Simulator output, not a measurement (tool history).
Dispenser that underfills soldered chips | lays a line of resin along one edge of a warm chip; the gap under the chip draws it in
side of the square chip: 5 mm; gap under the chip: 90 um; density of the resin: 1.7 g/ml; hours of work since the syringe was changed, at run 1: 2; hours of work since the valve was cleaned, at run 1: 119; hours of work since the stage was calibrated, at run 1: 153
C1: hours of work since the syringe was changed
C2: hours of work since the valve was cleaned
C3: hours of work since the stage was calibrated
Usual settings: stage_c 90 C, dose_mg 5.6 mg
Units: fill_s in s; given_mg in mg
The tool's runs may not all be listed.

{"run": 1, "hour": 0.0, "stage_c": 90, "dose_mg": 5.6, "C1": 2, "C2": 119, "C3": 153, "fill_s": 22.8, "given_mg": 5.28}
{"hour": 3.0, "done": "dispensing valve cleaned and set on the balance"}
{"run": 2, "hour": 8.2, "stage_c": 90, "dose_mg": 5.6, "C1": 7, "C2": 4, "C3": 158, "fill_s": 35.3, "given_mg": 5.55}
{"hour": 11.6, "done": "new syringe of resin"}
{"run": 3, "hour": 16.7, "stage_c": 90, "dose_mg": 5.6, "C1": 4, "C2": 10, "C3": 165, "fill_s": 26.5, "given_mg": 5.53}
{"hour": 24.4, "done": "new syringe of resin"}
{"run": 4, "hour": 25.7, "stage_c": 90, "dose_mg": 7.14, "C1": 1, "C2": 17, "C3": 171, "fill_s": 20.9, "given_mg": 7.04}
{"run": 5, "hour": 33.2, "stage_c": 90, "dose_mg": 7.14, "C1": 7, "C2": 23, "C3": 177, "fill_s": 31.4, "given_mg": 7.04}
{"hour": 37.1, "done": "new syringe of resin"}
{"run": 6, "hour": 41.8, "stage_c": 78, "dose_mg": 5.6, "C1": 4, "C2": 29, "C3": 184, "fill_s": 37.7, "given_mg": 5.47}
{"hour": 49.9, "done": "new syringe of resin"}
{"run": 7, "hour": 50.7, "stage_c": 78, "dose_mg": 5.6, "C1": 1, "C2": 36, "C3": 190, "fill_s": 30.1, "given_mg": 5.5}
{"run": 8, "hour": 54.8, "stage_c": 78, "dose_mg": 5.6, "C1": 4, "C2": 39, "C3": 193, "fill_s": 38.7, "given_mg": 5.47}
{"hour": 62.9, "done": "new syringe of resin"}
{"run": 9, "hour": 63.0, "stage_c": 78, "dose_mg": 5.6, "C1": 0, "C2": 45, "C3": 200, "fill_s": 28.7, "given_mg": 5.47}
{"run": 10, "hour": 68.5, "stage_c": 78, "dose_mg": 5.8, "C1": 4, "C2": 50, "C3": 204, "fill_s": 39.7, "given_mg": 5.61}
{"run": 11, "hour": 73.7, "stage_c": 78, "dose_mg": 5.8, "C1": 8, "C2": 54, "C3": 208, "fill_s": 53.6, "given_mg": 5.6}

Forecast each of these 3 alternatives for the next run:
{"hour": 75.7, "done": "new syringe of resin"}
{"run": "A", "hour": 82.2, "stage_c": 85, "dose_mg": 6.65, "C1": 5, "C2": 60, "C3": 214, "fill_s": "?", "given_mg": "?"}
{"hour": 75.7, "done": "new syringe of resin"}
{"run": "B", "hour": 82.2, "stage_c": 88, "dose_mg": 5.4, "C1": 5, "C2": 60, "C3": 214, "fill_s": "?", "given_mg": "?"}
{"hour": 75.7, "done": "new syringe of resin"}
{"run": "C", "hour": 82.2, "stage_c": 80, "dose_mg": 5.23, "C1": 5, "C2": 60, "C3": 214, "fill_s": "?", "given_mg": "?"}

run=A fill_s=32.6 given_mg=6.44
run=B fill_s=29.9 given_mg=5.21
run=C fill_s=40 given_mg=5.05
Without the tool's hidden state the same runs would have given:
run=A fill_s=23.1 given_mg=6.68
run=B fill_s=20.9 given_mg=5.39
run=C fill_s=28.2 given_mg=5.23

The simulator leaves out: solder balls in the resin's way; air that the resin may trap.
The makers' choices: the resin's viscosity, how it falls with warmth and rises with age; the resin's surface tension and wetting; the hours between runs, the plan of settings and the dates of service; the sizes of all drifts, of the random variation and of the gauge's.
